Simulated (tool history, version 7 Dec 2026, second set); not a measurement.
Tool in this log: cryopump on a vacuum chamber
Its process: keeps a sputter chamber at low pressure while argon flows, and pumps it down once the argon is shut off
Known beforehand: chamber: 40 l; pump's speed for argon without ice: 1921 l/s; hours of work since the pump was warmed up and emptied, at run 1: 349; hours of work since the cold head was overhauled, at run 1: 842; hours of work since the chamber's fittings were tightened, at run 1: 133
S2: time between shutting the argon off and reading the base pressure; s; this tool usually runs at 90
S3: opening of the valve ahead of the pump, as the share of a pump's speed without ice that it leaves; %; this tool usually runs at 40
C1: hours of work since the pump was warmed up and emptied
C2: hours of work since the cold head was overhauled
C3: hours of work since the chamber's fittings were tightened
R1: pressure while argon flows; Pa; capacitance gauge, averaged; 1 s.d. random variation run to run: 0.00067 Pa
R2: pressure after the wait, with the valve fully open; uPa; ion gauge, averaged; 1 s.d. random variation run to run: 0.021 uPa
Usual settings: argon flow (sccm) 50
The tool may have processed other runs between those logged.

Run 1, day 0.000: usual settings; C1 349; C2 842; C3 133. Result: R1 0.1254 Pa, R2 0.67 uPa.
Run 2, day 1.346: usual settings but S3 16 %; C1 374; C2 867; C3 158. Result: R1 0.2903 Pa, R2 0.71 uPa.
Run 3, day 2.429: usual settings but S3 16 %; C1 394; C2 887; C3 178. Result: R1 0.2917 Pa, R2 0.69 uPa.
Run 4, day 4.208: usual settings but S3 16 %; C1 427; C2 920; C3 211. Result: R1 0.2963 Pa, R2 0.74 uPa.
At day 5.175: pump warmed up, emptied and cooled again.
Run 5, day 6.292: usual settings but S3 16 %; C1 21; C2 955; C3 246. Result: R1 0.2744 Pa, R2 0.61 uPa.
Run 6, day 7.258: usual settings; C1 39; C2 973; C3 264. Result: R1 0.1130 Pa, R2 0.64 uPa.
Run 7, day 8.504: usual settings but S2 23 s; C1 62; C2 997; C3 288. Result: R1 0.1144 Pa, R2 1.70 uPa.
Run 8, day 10.400: usual settings but S2 23 s; C1 98; C2 1032; C3 323. Result: R1 0.1143 Pa, R2 1.72 uPa.
Run 9, day 11.696: usual settings; C1 122; C2 1056; C3 347. Result: R1 0.1150 Pa, R2 0.72 uPa.
Run 10, day 13.833: usual settings; C1 162; C2 1096; C3 387. Result: R1 0.1175 Pa, R2 0.73 uPa.
Run 11, day 14.833: usual settings; C1 181; C2 1115; C3 406. Result: R1 0.1172 Pa, R2 0.71 uPa.
Run 12, day 16.162: usual settings; C1 205; C2 1140; C3 431. Result: R1 0.1192 Pa, R2 0.77 uPa.
Run 13, day 17.375: usual settings but argon flow (sccm) 22; C1 228; C2 1162; C3 453. Result: R1 0.0533 Pa, R2 0.81 uPa.
Run 14, day 19.638: usual settings but S2 113 s; C1 270; C2 1205; C3 496. Result: R1 0.1220 Pa, R2 0.81 uPa.
Run 15, day 21.792: usual settings but argon flow (sccm) 47; C1 311; C2 1245; C3 536. Result: R1 0.1162 Pa, R2 0.91 uPa.
Run 16, day 23.608: usual settings but argon flow (sccm) 47, S2 36 s; C1 345; C2 1279; C3 570. Result: R1 0.1185 Pa, R2 1.43 uPa.
Run 17, day 24.817: usual settings; C1 367; C2 1302; C3 593. Result: R1 0.1284 Pa, R2 0.95 uPa.
Run 18, day 26.842: usual settings; C1 405; C2 1340; C3 630. Result: R1 0.1304 Pa, R2 1.01 uPa.
At day 28.983: pump warmed up, emptied and cooled again.
Run 19, day 29.283: usual settings but argon flow (sccm) 26; C1 6; C2 1381; C3 672. Result: R1 0.0572 Pa, R2 0.82 uPa.
Run 20, day 30.604: usual settings but argon flow (sccm) 26; C1 30; C2 1406; C3 697. Result: R1 0.0585 Pa, R2 0.87 uPa.
Run 21, day 32.175: usual settings but argon flow (sccm) 73, S3 23 %; C1 60; C2 1435; C3 726. Result: R1 0.2833 Pa, R2 0.90 uPa.
Run 22, day 33.375: usual settings but argon flow (sccm) 73, S2 135 s, S3 20 %; C1 82; C2 1458; C3 749. Result: R1 0.3240 Pa, R2 0.82 uPa.
Run 23, day 34.300: usual settings but argon flow (sccm) 71, S2 50 s, S3 30 %; C1 99; C2 1475; C3 766. Result: R1 0.2129 Pa, R2 1.19 uPa.
Run 24, day 36.433: usual settings but argon flow (sccm) 40, S3 17 %; C1 139; C2 1515; C3 806. Result: R1 0.2120 Pa, R2 0.97 uPa.
Run 25, day 37.933: usual settings but argon flow (sccm) 40, S3 17 %; C1 167; C2 1543; C3 834. Result: R1 0.2156 Pa, R2 0.96 uPa.
Run 26, day 40.129: usual settings but S3 39 %; C1 208; C2 1584; C3 875. Result: R1 0.1224 Pa, R2 1.03 uPa.
Run 27, day 41.308: usual settings but S3 21 %; C1 230; C2 1606; C3 897. Result: R1 0.2179 Pa, R2 1.09 uPa.
Run 28, day 43.179: usual settings but argon flow (sccm) 46, S2 22 s; C1 265; C2 1641; C3 932. Result: R1 0.1116 Pa, R2 2.18 uPa.
Run 29, day 44.917: usual settings but argon flow (sccm) 31, S2 22 s, S3 30 %; C1 298; C2 1674; C3 965. Result: R1 0.0998 Pa, R2 2.11 uPa.
Run 30, day 46.267: usual settings but argon flow (sccm) 78, S2 23 s, S3 45 %; C1 323; C2 1699; C3 990. Result: R1 0.1743 Pa, R2 2.15 uPa.
Run 31, day 48.175: usual settings but argon flow (sccm) 23, S2 21 s, S3 18 %; C1 359; C2 1734; C3 1025. Result: R1 0.1204 Pa, R2 2.29 uPa.
Run 32, day 49.575: usual settings but argon flow (sccm) 37, S2 252 s, S3 32 %; C1 385; C2 1761; C3 1052. Result: R1 0.1147 Pa, R2 1.03 uPa.
Run 33, day 50.862: usual settings but S3 24 %; C1 409; C2 1785; C3 1076. Result: R1 0.2038 Pa, R2 1.34 uPa.
Run 34, day 52.079: usual settings but S2 184 s; C1 432; C2 1808; C3 1098. Result: R1 0.1324 Pa, R2 1.20 uPa.

Pick out some run-to-run changes in R1. Of each, how much would a tool without hidden state show as well, from the settings, what came in and chance, and how much is left for the hidden state and any gauge scatter not in both results compared?
Hidden conditions of the tool in this case: pump's speed, % of a pump's without ice; cold plate's temperature, K; leak into the chamber, uPa l/s; drift of the gauge itself on working_pa, %; drift of the gauge itself on base_upa, %.
Run 1 -> 2: S3 40 -> 16. R1 +0.1649 Pa: hidden state +0.0014, all else +0.1635.
Run 4 -> 5: pump warmed up, emptied and cooled again. R1 -0.0219 Pa: hidden state -0.0183, all else -0.0036.
Run 5 -> 6: S3 16 -> 40. R1 -0.1614 Pa: hidden state +0.0007, all else -0.1621.
Run 18 -> 19: argon flow (sccm) 50 -> 26, pump warmed up, emptied and cooled again. R1 -0.0732 Pa: hidden state -0.0192, all else -0.0540.
Run 20 -> 21: argon flow (sccm) 26 -> 73, S3 40 -> 23. R1 +0.2248 Pa: hidden state +0.0034, all else +0.2214.
Run 30 -> 31: argon flow (sccm) 78 -> 23, S2 23 -> 21, S3 45 -> 18. R1 -0.0539 Pa: hidden state -0.0152, all else -0.0387.
